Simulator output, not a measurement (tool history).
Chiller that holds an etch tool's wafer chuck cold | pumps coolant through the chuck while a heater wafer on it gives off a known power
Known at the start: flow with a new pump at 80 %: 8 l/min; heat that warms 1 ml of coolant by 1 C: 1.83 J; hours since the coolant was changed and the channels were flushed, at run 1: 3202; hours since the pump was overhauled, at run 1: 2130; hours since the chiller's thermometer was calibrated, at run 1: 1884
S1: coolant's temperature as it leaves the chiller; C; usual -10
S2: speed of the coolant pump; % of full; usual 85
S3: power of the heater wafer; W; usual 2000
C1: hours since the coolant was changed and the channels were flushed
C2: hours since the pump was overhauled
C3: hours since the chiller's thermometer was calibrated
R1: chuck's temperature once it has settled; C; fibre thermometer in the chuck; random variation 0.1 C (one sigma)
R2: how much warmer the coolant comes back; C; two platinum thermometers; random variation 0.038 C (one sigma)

Run 1, hour 0: usual settings; C1 3202; C2 2130; C3 1884. Result: R1 7 C, R2 8.15 C.
Run 2, hour 36.8: usual settings; C1 3239; C2 2167; C3 1921. Result: R1 7 C, R2 8.17 C.
Run 3, hour 91.5: usual settings but S2 61 % of full; C1 3294; C2 2222; C3 1975. Result: R1 11.9 C, R2 11.95 C.
Run 4, hour 147.3: usual settings but S1 0 C; C1 3349; C2 2278; C3 2031. Result: R1 17.2 C, R2 8.24 C.
Run 5, hour 180.9: usual settings but S1 0 C; C1 3383; C2 2311; C3 2065. Result: R1 17.4 C, R2 8.28 C.
Run 6, hour 236.2: usual settings but S2 64 % of full; C1 3438; C2 2367; C3 2120. Result: R1 11.2 C, R2 11.47 C.
Run 7, hour 300.6: usual settings but S3 2579 W; C1 3503; C2 2431; C3 2184. Result: R1 12.3 C, R2 10.74 C.
Run 8, hour 360.3: usual settings but S3 2579 W; C1 3562; C2 2491; C3 2244. Result: R1 12.4 C, R2 10.76 C.
Run 9, hour 431.7: usual settings but S3 2579 W; C1 3634; C2 2562; C3 2315. Result: R1 12.3 C, R2 10.73 C.
Run 10, hour 496.8: usual settings but S3 2047 W; C1 3699; C2 2627; C3 2380. Result: R1 7.9 C, R2 8.51 C.
Run 11, hour 537.2: usual settings but S2 68 % of full; C1 3739; C2 2668; C3 2421. Result: R1 10.5 C, R2 10.71 C.
Run 12, hour 601.2: usual settings but S2 68 % of full; C1 3803; C2 2732; C3 2485. Result: R1 10.5 C, R2 10.78 C.
Run 13, hour 670.2: usual settings but S2 68 % of full; C1 3872; C2 2801; C3 2554. Result: R1 10.6 C, R2 10.81 C.
At hour 678.7: chiller's thermometer calibrated.
Run 14, hour 725.2: usual settings; C1 3926; C2 2855; C3 46. Result: R1 7.4 C, R2 8.4 C.
Run 15, hour 758.7: usual settings; C1 3960; C2 2888; C3 80. Result: R1 7.5 C, R2 8.36 C.
Run 16, hour 829.1: usual settings; C1 4030; C2 2959; C3 150. Result: R1 7.5 C, R2 8.42 C.
At hour 838.8: coolant changed, channels flushed.
Run 17, hour 902.5: usual settings; C1 64; C2 3026; C3 218. Result: R1 6.3 C, R2 8.47 C.
At hour 968: chiller's thermometer calibrated, once more.
Run 18, hour 977: usual settings but S1 -16 C, S2 75 % of full, S3 1390 W; C1 137; C2 3099; C3 9. Result: R1 -3.1 C, R2 6.83 C.
Run 19, hour 1056.1: usual settings but S1 -18 C, S2 81 % of full, S3 1460 W; C1 216; C2 3178; C3 88. Result: R1 -5.3 C, R2 6.53 C.
Run 20, hour 1111.3: usual settings but S1 -15 C, S2 81 % of full, S3 2655 W; C1 271; C2 3234; C3 143. Result: R1 8 C, R2 11.94 C.
Run 21, hour 1167.4: usual settings but S3 2709 W; C1 328; C2 3290; C3 199. Result: R1 12.8 C, R2 11.54 C.
Run 22, hour 1221.1: usual settings but S2 86 % of full, S3 2654 W; C1 381; C2 3344; C3 253. Result: R1 12.2 C, R2 11.33 C.
Run 23, hour 1297.5: usual settings but S1 -4 C, S3 1774 W; C1 458; C2 3420; C3 329. Result: R1 11.1 C, R2 7.54 C.
Run 24, hour 1376.5: usual settings but S1 -4 C, S2 98 % of full, S3 1915 W; C1 537; C2 3499; C3 408. Result: R1 10.9 C, R2 7.12 C.
Run 25, hour 1454.8: usual settings but S2 80 % of full; C1 615; C2 3577; C3 487. Result: R1 7.8 C, R2 9.23 C.
Run 26, hour 1508.9: usual settings but S1 -8 C, S2 97 % of full, S3 2675 W; C1 669; C2 3631; C3 541. Result: R1 12.9 C, R2 9.91 C.
Run 27, hour 1566: usual settings but S1 -8 C, S2 97 % of full, S3 2675 W; C1 726; C2 3688; C3 598. Result: R1 12.8 C, R2 9.98 C.
Run 28, hour 1603.3: usual settings but S1 -9 C, S2 97 % of full, S3 2149 W; C1 763; C2 3726; C3 635. Result: R1 7.7 C, R2 8.01 C.
Run 29, hour 1666.3: usual settings but S1 -9 C, S2 97 % of full, S3 2149 W; C1 826; C2 3789; C3 698. Result: R1 7.9 C, R2 8.06 C.

Forecast each of these 3 alternatives for the next run:
Run A, hour 1730.9: usual settings but S1 -16 C; C1 891; C2 3853; C3 763. Result: R1 ?, R2 ?.
Run B, hour 1730.9: usual settings but S2 64 % of full; C1 891; C2 3853; C3 763. Result: R1 ?, R2 ?.
Run C, hour 1730.9: usual settings but S1 -9 C, S2 90 % of full, S3 2191 W; C1 891; C2 3853; C3 763. Result: R1 ?, R2 ?.

run    R1     R2
  A   1.1   8.74
  B  11.5  12.01
  C   9.2   8.93
Without the tool's hidden state the same runs would have given:
run    R1     R2
  A  -0.6   7.68
  B   9.4  10.55
  C   7.4   7.84
